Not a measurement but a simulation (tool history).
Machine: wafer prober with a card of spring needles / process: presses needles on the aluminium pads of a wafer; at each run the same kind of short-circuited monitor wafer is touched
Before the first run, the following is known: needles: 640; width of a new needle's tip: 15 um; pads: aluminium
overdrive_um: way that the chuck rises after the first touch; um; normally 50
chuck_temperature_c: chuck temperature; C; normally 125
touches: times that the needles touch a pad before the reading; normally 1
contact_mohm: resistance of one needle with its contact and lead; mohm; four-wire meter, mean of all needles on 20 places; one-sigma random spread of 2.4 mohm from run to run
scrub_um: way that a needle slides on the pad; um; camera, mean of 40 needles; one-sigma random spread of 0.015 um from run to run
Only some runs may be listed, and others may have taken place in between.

Run 1, day 0: usual settings. Result: contact_mohm 550 mohm, scrub_um 12.55 um.
Run 2, day 0.392: usual settings. Result: contact_mohm 595 mohm, scrub_um 12.57 um.
At day 0.529: tips cleaned on abrasive film.
Run 3, day 0.904: usual settings. Result: contact_mohm 493 mohm, scrub_um 12.54 um.
Run 4, day 1.388: usual settings. Result: contact_mohm 573 mohm, scrub_um 12.56 um.
At day 1.846: tips cleaned on abrasive film.
Run 5, day 1.879: usual settings. Result: contact_mohm 314 mohm, scrub_um 12.53 um.
Run 6, day 2.479: usual settings. Result: contact_mohm 545 mohm, scrub_um 12.5 um.
Run 7, day 2.779: usual settings. Result: contact_mohm 592 mohm, scrub_um 12.55 um.
Run 8, day 3.104: usual settings but touches 3. Result: contact_mohm 394 mohm, scrub_um 12.51 um.
At day 3.162: tips cleaned on abrasive film.
Run 9, day 3.588: usual settings but touches 3. Result: contact_mohm 355 mohm, scrub_um 12.49 um.
Run 10, day 3.946: usual settings but touches 3. Result: contact_mohm 373 mohm, scrub_um 12.53 um.
Run 11, day 4.333: usual settings but overdrive_um 56 um. Result: contact_mohm 536 mohm, scrub_um 14.03 um.
At day 4.492: tips cleaned on abrasive film.
Run 12, day 4.717: usual settings but overdrive_um 56 um. Result: contact_mohm 393 mohm, scrub_um 13.99 um.
Run 13, day 5.042: usual settings but overdrive_um 56 um. Result: contact_mohm 479 mohm, scrub_um 13.99 um.
Run 14, day 5.504: usual settings but overdrive_um 56 um. Result: contact_mohm 526 mohm, scrub_um 13.99 um.
At day 5.825: tips cleaned on abrasive film.
Run 15, day 6.088: usual settings but chuck_temperature_c 63 C. Result: contact_mohm 464 mohm, scrub_um 12.47 um.
Run 16, day 6.688: usual settings but chuck_temperature_c 63 C. Result: contact_mohm 603 mohm, scrub_um 12.47 um.
Run 17, day 7.117: usual settings but chuck_temperature_c 63 C. Result: contact_mohm 626 mohm, scrub_um 12.48 um.
At day 7.15: tips cleaned on abrasive film.
Run 18, day 7.508: usual settings but touches 2. Result: contact_mohm 397 mohm, scrub_um 12.43 um.
Run 19, day 7.846: usual settings. Result: contact_mohm 572 mohm, scrub_um 12.47 um.
Run 20, day 8.438: usual settings but overdrive_um 30 um, chuck_temperature_c 38 C, touches 3. Result: contact_mohm 639 mohm, scrub_um 7.43 um.
At day 8.471: tips cleaned on abrasive film.
Run 21, day 8.75: usual settings but overdrive_um 66 um, chuck_temperature_c 31 C, touches 3. Result: contact_mohm 282 mohm, scrub_um 16.45 um.
Run 22, day 9.275: usual settings but overdrive_um 44 um. Result: contact_mohm 665 mohm, scrub_um 10.95 um.
Run 23, day 9.567: usual settings but chuck_temperature_c 112 C, touches 2. Result: contact_mohm 470 mohm, scrub_um 12.45 um.
At day 9.796: tips cleaned on abrasive film.
Run 24, day 10.092: usual settings but touches 3. Result: contact_mohm 336 mohm, scrub_um 12.42 um.
Run 25, day 10.588: usual settings but overdrive_um 51 um, chuck_temperature_c 31 C, touches 2. Result: contact_mohm 448 mohm, scrub_um 12.66 um.
At day 11.1: tips cleaned on abrasive film.
Run 26, day 11.142: usual settings but overdrive_um 49 um, chuck_temperature_c 42 C, touches 2. Result: contact_mohm 290 mohm, scrub_um 12.19 um.
Run 27, day 11.75: usual settings but overdrive_um 49 um, chuck_temperature_c 42 C, touches 2. Result: contact_mohm 455 mohm, scrub_um 12.17 um.
Run 28, day 12.3: usual settings but chuck_temperature_c 76 C. Result: contact_mohm 637 mohm, scrub_um 12.4 um.
At day 12.421: tips cleaned on abrasive film.
Run 29, day 12.688: usual settings but overdrive_um 46 um, chuck_temperature_c 76 C, touches 3. Result: contact_mohm 340 mohm, scrub_um 11.36 um.
Run 30, day 13.108: usual settings but overdrive_um 46 um, chuck_temperature_c 76 C, touches 3. Result: contact_mohm 387 mohm, scrub_um 11.38 um.
Run 31, day 13.708: usual settings but overdrive_um 33 um, chuck_temperature_c 101 C, touches 2. Result: contact_mohm 761 mohm, scrub_um 8.11 um.
At day 13.742: tips cleaned on abrasive film.
Run 32, day 14.062: usual settings but overdrive_um 42 um, chuck_temperature_c 107 C, touches 2. Result: contact_mohm 453 mohm, scrub_um 10.35 um.
Run 33, day 14.508: usual settings but overdrive_um 42 um, chuck_temperature_c 107 C, touches 2. Result: contact_mohm 543 mohm, scrub_um 10.36 um.
Run 34, day 14.804: usual settings but overdrive_um 42 um, chuck_temperature_c 107 C, touches 2. Result: contact_mohm 565 mohm, scrub_um 10.36 um.
At day 15.067: tips cleaned on abrasive film.
Run 35, day 15.067: usual settings but overdrive_um 34 um, chuck_temperature_c 37 C. Result: contact_mohm 309 mohm, scrub_um 8.33 um.

Each row is a separate what-if for the run after 35, all from the same tool condition, not one after another. Results?
Run A, day 15.65: usual settings but overdrive_um 48 um, touches 2. Result: contact_mohm ?, scrub_um ?.
Run B, day 15.65: usual settings but overdrive_um 67 um, chuck_temperature_c 37 C. Result: contact_mohm ?, scrub_um ?.
Run C, day 15.65: usual settings but chuck_temperature_c 102 C. Result: contact_mohm ?, scrub_um ?.
Run D, day 15.65: usual settings but chuck_temperature_c 48 C. Result: contact_mohm ?, scrub_um ?.

run  contact_mohm  scrub_um
  A           456     11.85
  B           426     16.66
  C           559     12.33
  D           569     12.35
Without the tool's hidden state the same runs would have given:
run  contact_mohm  scrub_um
  A           270     12.06
  B           236     16.87
  C           263     12.54
  D           247     12.56
